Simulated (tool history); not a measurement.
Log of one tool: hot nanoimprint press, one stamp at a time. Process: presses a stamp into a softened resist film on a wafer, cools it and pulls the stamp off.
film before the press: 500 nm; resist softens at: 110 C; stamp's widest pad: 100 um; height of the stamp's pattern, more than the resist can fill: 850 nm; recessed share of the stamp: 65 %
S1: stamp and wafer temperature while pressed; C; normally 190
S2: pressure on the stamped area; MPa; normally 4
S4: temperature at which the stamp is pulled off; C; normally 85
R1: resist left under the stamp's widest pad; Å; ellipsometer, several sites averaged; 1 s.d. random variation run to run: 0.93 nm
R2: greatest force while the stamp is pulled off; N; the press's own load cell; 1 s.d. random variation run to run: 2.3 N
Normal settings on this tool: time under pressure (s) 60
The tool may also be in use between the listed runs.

run 1 hour=0 | S1=190 S2=4 time_under_pressure_(s)=60 S4=85 | R1=2816 R2=137
run 2 hour=23.4 | S1=190 S2=4 time_under_pressure_(s)=60 S4=85 | R1=2827 R2=134
run 3 hour=39.8 | S1=181 S2=4 time_under_pressure_(s)=60 S4=85 | R1=3551 R2=139
run 4 hour=67.2 | S1=185 S2=4 time_under_pressure_(s)=60 S4=85 | R1=3365 R2=152
run 5 hour=87.5 | S1=190 S2=4 time_under_pressure_(s)=60 S4=85 | R1=2975 R2=151
run 6 hour=108.3 | S1=190 S2=4 time_under_pressure_(s)=60 S4=84 | R1=2971 R2=152
run 7 hour=128.8 | S1=190 S2=4 time_under_pressure_(s)=60 S4=71 | R1=2955 R2=193
run 8 hour=148 | S1=190 S2=4 time_under_pressure_(s)=60 S4=89 | R1=2946 R2=147
run 9 hour=169 | S1=190 S2=6.07 time_under_pressure_(s)=60 S4=85 | R1=2540 R2=156
run 10 hour=185.9 | S1=190 S2=4 time_under_pressure_(s)=94 S4=85 | R1=2536 R2=165
run 11 hour=204.9 | S1=179 S2=4 time_under_pressure_(s)=94 S4=85 | R1=3441 R2=165
run 12 hour=215.3 | S1=190 S2=4 time_under_pressure_(s)=60 S4=85 | R1=2950 R2=161
run 13 hour=237.8 | S1=190 S2=4 time_under_pressure_(s)=60 S4=85 | R1=2941 R2=164
run 14 hour=255.7 | S1=190 S2=4 time_under_pressure_(s)=60 S4=85 | R1=2960 R2=162
run 15 hour=270.4 | S1=190 S2=4 time_under_pressure_(s)=60 S4=85 | R1=2955 R2=163
run 16 hour=284.4 | S1=202 S2=4 time_under_pressure_(s)=60 S4=85 | R1=2107 R2=166
run 17 hour=306.9 | S1=188 S2=3.84 time_under_pressure_(s)=60 S4=85 | R1=3143 R2=173
run 18 hour=323.7 | S1=201 S2=3.84 time_under_pressure_(s)=60 S4=79 | R1=2208 R2=194
run 19 hour=335.3 | S1=187 S2=4 time_under_pressure_(s)=60 S4=85 | R1=3178 R2=178
run 20 hour=360.2 | S1=188 S2=3.8 time_under_pressure_(s)=35 S4=76 | R1=3628 R2=207
run 21 hour=378.6 | S1=188 S2=3.8 time_under_pressure_(s)=35 S4=76 | R1=3615 R2=216
run 22 hour=394.9 | S1=188 S2=3.8 time_under_pressure_(s)=35 S4=76 | R1=3623 R2=208
run 23 hour=419.2 | S1=188 S2=3.8 time_under_pressure_(s)=34 S4=72 | R1=3629 R2=239
run 24 hour=443.7 | S1=195 S2=2.97 time_under_pressure_(s)=34 S4=72 | R1=3382 R2=235
run 25 hour=455.2 | S1=195 S2=2.97 time_under_pressure_(s)=34 S4=72 | R1=3375 R2=233
run 26 hour=471.3 | S1=195 S2=2.97 time_under_pressure_(s)=34 S4=72 | R1=3369 R2=235
run 27 hour=484.6 | S1=184 S2=4.44 time_under_pressure_(s)=34 S4=81 | R1=3796 R2=207
run 28 hour=513.2 | S1=184 S2=2.61 time_under_pressure_(s)=80 S4=85 | R1=3576 R2=103
run 29 hour=536.2 | S1=184 S2=4.33 time_under_pressure_(s)=104 S4=82 | R1=2819 R2=110
run 30 hour=559.4 | S1=184 S2=4.33 time_under_pressure_(s)=104 S4=82 | R1=2812 R2=114

The log once held 2 entries between its listed runs, left out of this copy. Where does each go, and what is different about the tool's unlogged condition between the listed run before it and the listed run after it?
Logged between run 3 and run 4: plate thermocouple calibrated (hour 60.1)
  true temperature over the reading, C: 1.62 -> -0.24; pressure that arrives at the usual setting, %: 98.89 -> 98.83; grip of the stamp's worn release coat, % over a new coat's: 35.2 -> 37.5
  difference, measured minus the result without the unlogged condition, R1: -120 -> +31 Å; R2: +32 -> +42 N
Logged between run 27 and run 28: stamp cleaned and given a new release coat (hour 503.4)
  true temperature over the reading, C: 0.43 -> 0.46; pressure that arrives at the usual setting, %: 97.89 -> 97.83; grip of the stamp's worn release coat, % over a new coat's: 80.3 -> 0.8
  difference, measured minus the result without the unlogged condition, R1: -10 -> -23 Å; R2: +90 -> +0 N
